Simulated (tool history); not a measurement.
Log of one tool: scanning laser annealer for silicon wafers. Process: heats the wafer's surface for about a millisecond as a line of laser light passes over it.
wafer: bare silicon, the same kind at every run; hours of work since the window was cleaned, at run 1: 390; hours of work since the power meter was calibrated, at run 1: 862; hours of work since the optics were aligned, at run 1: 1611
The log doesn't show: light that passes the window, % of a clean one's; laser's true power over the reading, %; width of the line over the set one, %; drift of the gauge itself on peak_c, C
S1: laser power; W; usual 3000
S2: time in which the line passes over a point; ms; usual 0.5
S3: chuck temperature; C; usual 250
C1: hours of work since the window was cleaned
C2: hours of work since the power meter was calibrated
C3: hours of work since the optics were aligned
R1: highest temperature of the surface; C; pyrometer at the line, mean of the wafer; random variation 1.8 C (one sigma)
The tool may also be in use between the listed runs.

Run 1, hour 0: usual settings; C1 390; C2 862; C3 1611. Result: R1 944 C.
Run 2, hour 26.7: usual settings; C1 402; C2 874; C3 1622. Result: R1 944 C.
Run 3, hour 58.2: usual settings; C1 416; C2 888; C3 1636. Result: R1 945 C.
Run 4, hour 107.9: usual settings; C1 438; C2 910; C3 1659. Result: R1 941 C.
Run 5, hour 147.8: usual settings; C1 456; C2 927; C3 1676. Result: R1 941 C.
Run 6, hour 172: usual settings; C1 467; C2 938; C3 1687. Result: R1 942 C.
Run 7, hour 207.9: usual settings; C1 482; C2 954; C3 1703. Result: R1 938 C.
Run 8, hour 254.8: usual settings; C1 503; C2 975; C3 1724. Result: R1 941 C.
Run 9, hour 293.8: usual settings; C1 521; C2 992; C3 1741. Result: R1 940 C.
Run 10, hour 327.2: usual settings; C1 535; C2 1007; C3 1756. Result: R1 938 C.
Run 11, hour 376.6: usual settings; C1 557; C2 1029; C3 1778. Result: R1 939 C.
Run 12, hour 408.5: usual settings but S3 224 C; C1 571; C2 1043; C3 1792. Result: R1 914 C.
Run 13, hour 465.4: usual settings but S3 224 C; C1 597; C2 1068; C3 1817. Result: R1 909 C.
Run 14, hour 517.7: usual settings but S3 235 C; C1 620; C2 1091; C3 1840. Result: R1 923 C.
Run 15, hour 551.2: usual settings but S3 235 C; C1 635; C2 1106; C3 1855. Result: R1 924 C.
Run 16, hour 600.6: usual settings but S3 226 C; C1 657; C2 1128; C3 1877. Result: R1 914 C.
Run 17, hour 633.7: usual settings but S3 226 C; C1 671; C2 1143; C3 1892. Result: R1 912 C.
Run 18, hour 662.1: usual settings; C1 684; C2 1156; C3 1904. Result: R1 934 C.
Run 19, hour 687.5: usual settings; C1 695; C2 1167; C3 1916. Result: R1 939 C.
Run 20, hour 720.6: usual settings but S1 3284 W, S2 0.355 ms, S3 221 C; C1 710; C2 1181; C3 1930. Result: R1 845 C.
Run 21, hour 753.8: usual settings but S1 3284 W, S2 0.355 ms, S3 221 C; C1 725; C2 1196; C3 1945. Result: R1 844 C.
At hour 773.2: window over the wafer cleaned.
Run 22, hour 802.5: usual settings but S1 3284 W, S2 0.355 ms, S3 221 C; C1 13; C2 1217; C3 1966. Result: R1 858 C.
Run 23, hour 855.1: usual settings but S1 2719 W, S2 0.46 ms, S3 252 C; C1 36; C2 1240; C3 1989. Result: R1 845 C.
At hour 873.2: optics aligned, line set to its width.
Run 24, hour 915.3: usual settings but S1 3198 W, S2 0.395 ms, S3 279 C; C1 61; C2 1265; C3 19. Result: R1 956 C.
Run 25, hour 964.3: usual settings but S1 2707 W, S3 283 C; C1 83; C2 1287; C3 40. Result: R1 922 C.
Run 26, hour 1021.8: usual settings but S1 3224 W, S2 0.616 ms, S3 267 C; C1 108; C2 1312; C3 66. Result: R1 1143 C.
Run 27, hour 1061.3: usual settings but S1 2780 W, S2 0.448 ms, S3 249 C; C1 126; C2 1330; C3 83. Result: R1 863 C.
Run 28, hour 1118.9: usual settings but S1 2780 W, S2 0.448 ms, S3 270 C; C1 151; C2 1355; C3 109. Result: R1 888 C.
Run 29, hour 1154.8: usual settings but S1 3084 W, S2 0.554 ms, S3 213 C; C1 167; C2 1371; C3 125. Result: R1 995 C.
Run 30, hour 1204.4: usual settings but S1 3084 W, S2 0.554 ms, S3 213 C; C1 189; C2 1393; C3 147. Result: R1 994 C.
Run 31, hour 1231.6: usual settings but S1 3032 W, S2 0.384 ms; C1 201; C2 1405; C3 159. Result: R1 870 C.
Run 32, hour 1257.8: usual settings but S1 2827 W, S2 0.562 ms; C1 213; C2 1417; C3 171. Result: R1 965 C.
Run 33, hour 1314.8: usual settings but S1 2915 W, S2 0.562 ms; C1 238; C2 1442; C3 196. Result: R1 989 C.
Run 34, hour 1363: usual settings but S1 3025 W, S2 0.402 ms, S3 219 C; C1 259; C2 1463; C3 217. Result: R1 851 C.
Run 35, hour 1390.4: usual settings but S1 2827 W, S2 0.554 ms, S3 210 C; C1 272; C2 1476; C3 230. Result: R1 916 C.
Run 36, hour 1435: usual settings but S1 2827 W, S2 0.473 ms, S3 210 C; C1 291; C2 1495; C3 249. Result: R1 855 C.
Run 37, hour 1466.5: usual settings but S1 2827 W, S2 0.563 ms, S3 210 C; C1 305; C2 1509; C3 263. Result: R1 921 C.

Forecast each of these 4 alternatives for the next run:
Run A, hour 1514.4: usual settings but S1 3054 W, S2 0.377 ms; C1 327; C2 1531; C3 285. Result: R1 ?.
Run B, hour 1514.4: usual settings but S2 0.536 ms, S3 289 C; C1 327; C2 1531; C3 285. Result: R1 ?.
Run C, hour 1514.4: usual settings but S1 2802 W, S2 0.362 ms, S3 285 C; C1 327; C2 1531; C3 285. Result: R1 ?.
Run D, hour 1514.4: usual settings but S3 285 C; C1 327; C2 1531; C3 285. Result: R1 ?.

run    R1
  A   866
  B  1030
  C   827
  D   997
Without the tool's hidden state the same runs would have given:
run    R1
  A   868
  B  1032
  C   829
  D   999
